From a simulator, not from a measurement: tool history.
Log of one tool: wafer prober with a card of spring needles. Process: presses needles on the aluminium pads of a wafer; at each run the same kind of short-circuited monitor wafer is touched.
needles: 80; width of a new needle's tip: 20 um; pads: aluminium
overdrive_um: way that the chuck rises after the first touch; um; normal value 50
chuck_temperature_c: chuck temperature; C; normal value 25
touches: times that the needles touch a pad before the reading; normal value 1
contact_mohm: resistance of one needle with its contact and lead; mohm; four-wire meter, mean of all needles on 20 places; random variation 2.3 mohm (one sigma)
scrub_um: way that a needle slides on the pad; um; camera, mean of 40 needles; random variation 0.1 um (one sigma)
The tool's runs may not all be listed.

run,hour,overdrive_um,chuck_temperature_c,touches,contact_mohm,scrub_um
1,0.0,50,25,1,283,7.89
# hour 17.4: tips cleaned on abrasive film
2,20.2,50,25,1,337,7.90
# hour 34.1: tips cleaned on abrasive film
# hour 51.5: tips cleaned on abrasive film
3,56.7,50,25,1,366,7.84
# hour 68.8: tips cleaned on abrasive film
# hour 85.1: tips cleaned on abrasive film
4,89.6,50,25,1,365,7.85
# hour 102.3: tips cleaned on abrasive film
5,116.9,50,25,1,500,7.88
# hour 119.4: tips cleaned on abrasive film
# hour 136.7: tips cleaned on abrasive film
6,146.3,66,25,1,363,10.74
# hour 153.4: tips cleaned on abrasive film
# hour 171.2: tips cleaned on abrasive film
7,178.3,66,25,1,345,10.38
# hour 189.0: tips cleaned on abrasive film
# hour 208.2: tips cleaned on abrasive film
8,217.1,66,25,1,371,10.32
# hour 224.7: tips cleaned on abrasive film
9,236.1,41,25,1,597,6.23
# hour 242.1: tips cleaned on abrasive film
10,253.4,41,25,1,573,6.42
# hour 260.8: tips cleaned on abrasive film
# hour 278.3: tips cleaned on abrasive film
11,283.8,43,25,1,442,6.74
# hour 294.6: tips cleaned on abrasive film
12,307.8,50,25,1,505,7.66
# hour 312.7: tips cleaned on abrasive film
# hour 328.9: tips cleaned on abrasive film
13,340.6,50,25,1,485,7.70
# hour 346.1: tips cleaned on abrasive film
# hour 363.1: tips cleaned on abrasive film
14,374.9,50,25,1,485,7.72
# hour 380.8: tips cleaned on abrasive film
15,393.2,50,25,1,504,7.71
# hour 397.6: tips cleaned on abrasive film
# hour 415.7: tips cleaned on abrasive film
16,423.2,50,25,1,432,7.49
# hour 432.3: tips cleaned on abrasive film
17,442.4,50,41,1,443,7.57
# hour 450.8: tips cleaned on abrasive film
# hour 467.0: tips cleaned on abrasive film
18,470.5,41,104,1,421,6.11
# hour 484.4: tips cleaned on abrasive film
19,497.6,41,104,2,483,6.19
# hour 502.2: tips cleaned on abrasive film
# hour 521.8: tips cleaned on abrasive film
20,526.7,41,104,2,389,6.17
# hour 530.4: height of the first contact set anew
# hour 538.2: tips cleaned on abrasive film
# hour 556.2: tips cleaned on abrasive film
21,561.5,37,25,1,535,5.48
# hour 573.5: tips cleaned on abrasive film
# hour 590.6: tips cleaned on abrasive film
22,593.2,37,25,1,425,5.25
# hour 608.7: tips cleaned on abrasive film
23,612.1,37,25,1,469,5.22
# hour 626.0: tips cleaned on abrasive film
24,636.7,60,51,2,366,8.85
# hour 644.4: tips cleaned on abrasive film
# hour 662.1: tips cleaned on abrasive film
25,664.4,45,58,2,336,6.62
# hour 671.5: height of the first contact set anew, once more
# hour 680.0: tips cleaned on abrasive film
# hour 696.5: tips cleaned on abrasive film
26,699.2,45,58,2,328,7.36
# hour 714.0: tips cleaned on abrasive film
# hour 731.1: tips cleaned on abrasive film
27,731.1,61,82,1,286,9.91
# hour 749.5: tips cleaned on abrasive film
28,757.5,39,76,1,524,6.20
# hour 767.5: tips cleaned on abrasive film
# hour 785.2: tips cleaned on abrasive film
29,796.0,34,45,1,748,5.25
# hour 801.8: tips cleaned on abrasive film
30,816.5,55,34,1,495,8.76
# hour 818.7: tips cleaned on abrasive film
# hour 836.2: tips cleaned on abrasive film
31,843.2,42,33,1,484,6.62

Each row is a separate what-if for the run after 31, all from the same tool condition, not one after another. Results?
# hour 852.5: tips cleaned on abrasive film
A,865.7,46,52,1,?,?
# hour 852.5: tips cleaned on abrasive film
B,865.7,42,33,2,?,?
# hour 852.5: tips cleaned on abrasive film
C,865.7,42,68,1,?,?

run,contact_mohm,scrub_um
A,550,7.28
B,476,6.55
C,596,6.49
What these runs would have given with no unlogged condition in the tool:
run,contact_mohm,scrub_um
A,269,7.42
B,267,6.69
C,272,6.63
